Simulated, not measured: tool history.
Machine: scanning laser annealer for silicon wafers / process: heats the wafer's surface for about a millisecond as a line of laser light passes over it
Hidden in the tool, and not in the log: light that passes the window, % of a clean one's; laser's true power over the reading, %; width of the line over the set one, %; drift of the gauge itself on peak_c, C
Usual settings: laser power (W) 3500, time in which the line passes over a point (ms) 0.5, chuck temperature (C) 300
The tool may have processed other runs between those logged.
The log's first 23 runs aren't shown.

run	hour	laser power (W)	time in which the line passes over a point (ms)	chuck temperature (C)	hours of work since the window was cleaned	hours of work since the power meter was calibrated	hours of work since the optics were aligned	highest temperature of the surface (C)
24	1047.4	3648	0.547	278	470	1312	306	1135
25	1099.8	3648	0.567	310	498	1340	334	1181
26	1139.5	3648	0.567	310	519	1362	355	1176
27	1202	3648	0.499	310	553	1395	389	1123
28	1246.4	3129	0.472	289	577	1419	413	938
29	1298	3378	0.361	327	605	1447	441	954
30	1329	3378	0.361	327	622	1464	457	952
# hour 1336.7: window over the wafer cleaned
31	1383.8	3378	0.361	327	25	1492	486	986

What will run 32 give?
32	1442.7	3783	0.404	319	57	1524	518	?

{"run 32": {"highest temperature of the surface (C)": 1121}}
If the tool had no hidden condition, the same run with the same run-to-run variation would have returned highest temperature of the surface (C) 1131.
